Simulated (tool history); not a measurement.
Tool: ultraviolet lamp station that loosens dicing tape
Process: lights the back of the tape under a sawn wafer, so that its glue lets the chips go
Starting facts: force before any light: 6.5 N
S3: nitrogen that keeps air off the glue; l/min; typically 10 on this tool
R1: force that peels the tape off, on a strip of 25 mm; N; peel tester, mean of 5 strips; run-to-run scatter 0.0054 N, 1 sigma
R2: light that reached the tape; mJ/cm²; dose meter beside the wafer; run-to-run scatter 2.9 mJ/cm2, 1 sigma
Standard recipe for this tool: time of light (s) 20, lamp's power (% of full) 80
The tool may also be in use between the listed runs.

{"run": 1, "hour": 0.0, "time of light (s)": 20, "lamp's power (% of full)": 80, "S3": 10, "R1": 0.096, "R2": 428}
{"run": 2, "hour": 23.3, "time of light (s)": 20, "lamp's power (% of full)": 80, "S3": 10, "R1": 0.095, "R2": 431}
{"run": 3, "hour": 43.3, "time of light (s)": 20, "lamp's power (% of full)": 80, "S3": 11, "R1": 0.088, "R2": 427}
{"run": 4, "hour": 76.8, "time of light (s)": 20, "lamp's power (% of full)": 80, "S3": 11, "R1": 0.103, "R2": 432}
{"run": 5, "hour": 113.1, "time of light (s)": 20, "lamp's power (% of full)": 80, "S3": 11, "R1": 0.097, "R2": 430}
{"run": 6, "hour": 150.7, "time of light (s)": 35, "lamp's power (% of full)": 80, "S3": 19, "R1": 0.056, "R2": 755}
{"run": 7, "hour": 194.1, "time of light (s)": 35, "lamp's power (% of full)": 80, "S3": 19, "R1": 0.06, "R2": 753}
{"run": 8, "hour": 230.5, "time of light (s)": 35, "lamp's power (% of full)": 62, "S3": 8, "R1": 0.067, "R2": 592}
{"run": 9, "hour": 248.7, "time of light (s)": 15, "lamp's power (% of full)": 92, "S3": 10, "R1": 0.14, "R2": 370}
{"run": 10, "hour": 269.6, "time of light (s)": 15, "lamp's power (% of full)": 92, "S3": 10, "R1": 0.143, "R2": 372}

Alternative continuations, all from the tool just after run 10; predict every row:
{"run": "A", "hour": 309.5, "time of light (s)": 11, "lamp's power (% of full)": 61, "S3": 10, "R1": "?", "R2": "?"}
{"run": "B", "hour": 309.5, "time of light (s)": 20, "lamp's power (% of full)": 94, "S3": 10, "R1": "?", "R2": "?"}
{"run": "C", "hour": 309.5, "time of light (s)": 11, "lamp's power (% of full)": 60, "S3": 10, "R1": "?", "R2": "?"}
{"run": "D", "hour": 309.5, "time of light (s)": 18, "lamp's power (% of full)": 65, "S3": 10, "R1": "?", "R2": "?"}

run=A R1=0.817 R2=179
run=B R1=0.073 R2=506
run=C R1=0.883 R2=180
run=D R1=0.230 R2=321
Stripped of hidden state, with their random variation kept, the same runs would have yielded:
run=A R1=0.816 R2=180
run=B R1=0.073 R2=507
run=C R1=0.882 R2=180
run=D R1=0.230 R2=322
